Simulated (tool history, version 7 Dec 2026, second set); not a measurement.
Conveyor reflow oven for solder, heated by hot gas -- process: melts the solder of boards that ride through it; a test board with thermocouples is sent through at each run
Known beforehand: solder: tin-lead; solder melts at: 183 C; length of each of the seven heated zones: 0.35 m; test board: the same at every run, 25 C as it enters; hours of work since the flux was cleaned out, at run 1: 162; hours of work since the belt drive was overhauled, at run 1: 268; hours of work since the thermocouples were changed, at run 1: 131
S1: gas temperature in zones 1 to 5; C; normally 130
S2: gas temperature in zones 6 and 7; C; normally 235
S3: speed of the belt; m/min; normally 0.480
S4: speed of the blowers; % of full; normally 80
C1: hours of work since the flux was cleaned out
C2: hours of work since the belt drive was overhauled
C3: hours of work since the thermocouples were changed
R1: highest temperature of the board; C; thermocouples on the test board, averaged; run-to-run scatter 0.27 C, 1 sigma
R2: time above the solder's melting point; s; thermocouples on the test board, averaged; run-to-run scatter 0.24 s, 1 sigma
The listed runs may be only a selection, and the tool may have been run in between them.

run 1 day=0.000 | S1=130 S2=235 S3=0.480 S4=80 | C1=162 C2=268 C3=131 | R1=218.7 R2=64.3
run 2 day=0.433 | S1=130 S2=235 S3=0.480 S4=76 | C1=168 C2=274 C3=138 | R1=217.6 R2=63.9
run 3 day=1.004 | S1=130 S2=235 S3=0.480 S4=76 | C1=177 C2=283 C3=147 | R1=217.8 R2=63.0
run 4 day=1.704 | S1=130 S2=227 S3=0.480 S4=76 | C1=188 C2=293 C3=157 | R1=210.7 R2=56.3
run 5 day=2.158 | S1=130 S2=227 S3=0.480 S4=76 | C1=194 C2=300 C3=164 | R1=211.2 R2=56.8
run 6 day=2.571 | S1=130 S2=227 S3=0.480 S4=76 | C1=201 C2=307 C3=170 | R1=210.1 R2=56.4
run 7 day=3.221 | S1=130 S2=235 S3=0.480 S4=80 | C1=210 C2=316 C3=180 | R1=218.6 R2=63.8
run 8 day=3.688 | S1=130 S2=235 S3=0.480 S4=80 | C1=218 C2=323 C3=187 | R1=218.0 R2=63.8
-- day=4.471 flux residue cleaned out of gas plates and filters
run 9 day=4.596 | S1=130 S2=235 S3=0.480 S4=80 | C1=2 C2=334 C3=198 | R1=218.9 R2=64.5
run 10 day=5.300 | S1=130 S2=235 S3=0.480 S4=80 | C1=13 C2=345 C3=209 | R1=218.8 R2=64.6
run 11 day=5.908 | S1=130 S2=235 S3=0.418 S4=80 | C1=22 C2=354 C3=218 | R1=223.1 R2=78.6
run 12 day=6.533 | S1=130 S2=235 S3=0.480 S4=80 | C1=31 C2=363 C3=227 | R1=218.1 R2=64.2
run 13 day=6.979 | S1=130 S2=235 S3=0.480 S4=80 | C1=38 C2=370 C3=234 | R1=218.7 R2=64.2
run 14 day=7.483 | S1=130 S2=227 S3=0.480 S4=80 | C1=46 C2=378 C3=242 | R1=211.4 R2=57.9
run 15 day=7.892 | S1=130 S2=227 S3=0.480 S4=80 | C1=52 C2=384 C3=248 | R1=211.5 R2=57.8
run 16 day=8.354 | S1=142 S2=248 S3=0.537 S4=61 | C1=59 C2=391 C3=255 | R1=224.9 R2=65.0
run 17 day=8.679 | S1=142 S2=248 S3=0.537 S4=61 | C1=64 C2=396 C3=260 | R1=224.4 R2=65.0
run 18 day=9.421 | S1=142 S2=248 S3=0.537 S4=61 | C1=75 C2=407 C3=271 | R1=224.5 R2=64.8
run 19 day=9.742 | S1=142 S2=248 S3=0.537 S4=61 | C1=80 C2=412 C3=276 | R1=224.3 R2=65.1
run 20 day=10.379 | S1=118 S2=244 S3=0.380 S4=80 | C1=89 C2=422 C3=285 | R1=232.1 R2=90.7
run 21 day=11.017 | S1=118 S2=244 S3=0.380 S4=80 | C1=99 C2=431 C3=295 | R1=232.4 R2=90.2
run 22 day=11.575 | S1=125 S2=249 S3=0.420 S4=80 | C1=108 C2=440 C3=304 | R1=234.7 R2=85.1
run 23 day=12.079 | S1=130 S2=235 S3=0.480 S4=64 | C1=115 C2=447 C3=311 | R1=215.4 R2=60.5
run 24 day=12.800 | S1=130 S2=235 S3=0.480 S4=56 | C1=126 C2=458 C3=322 | R1=213.0 R2=58.4
run 25 day=13.179 | S1=130 S2=235 S3=0.509 S4=80 | C1=132 C2=464 C3=328 | R1=216.5 R2=58.2
run 26 day=13.833 | S1=130 S2=231 S3=0.509 S4=66 | C1=142 C2=474 C3=338 | R1=210.2 R2=51.5
run 27 day=14.554 | S1=117 S2=235 S3=0.468 S4=80 | C1=153 C2=485 C3=349 | R1=216.6 R2=59.8
run 28 day=15.075 | S1=117 S2=235 S3=0.538 S4=72 | C1=161 C2=493 C3=357 | R1=209.4 R2=44.5
run 29 day=15.408 | S1=130 S2=235 S3=0.480 S4=84 | C1=166 C2=498 C3=362 | R1=218.9 R2=64.4
run 30 day=15.812 | S1=130 S2=245 S3=0.560 S4=59 | C1=172 C2=504 C3=368 | R1=216.1 R2=51.6

Consider 4 possible next runs. They are alternatives, not a sequence: every one starts from the tool as it was left by run 30. What does each give?
run A day=16.267 | S1=130 S2=235 S3=0.457 S4=59 | C1=179 C2=511 C3=375 | R1=? R2=?
run B day=16.267 | S1=118 S2=235 S3=0.433 S4=58 | C1=179 C2=511 C3=375 | R1=? R2=?
run C day=16.267 | S1=130 S2=243 S3=0.560 S4=86 | C1=179 C2=511 C3=375 | R1=? R2=?
run D day=16.267 | S1=118 S2=224 S3=0.502 S4=59 | C1=179 C2=511 C3=375 | R1=? R2=?

run=A R1=216.1 R2=64.5
run=B R1=215.4 R2=63.3
run=C R1=220.2 R2=55.4
run=D R1=200.2 R2=36.3
Without the tool's unlogged condition, the same runs would have read:
run=A R1=217.5 R2=65.8
run=B R1=216.9 R2=64.8
run=C R1=222.1 R2=56.5
run=D R1=201.8 R2=38.5
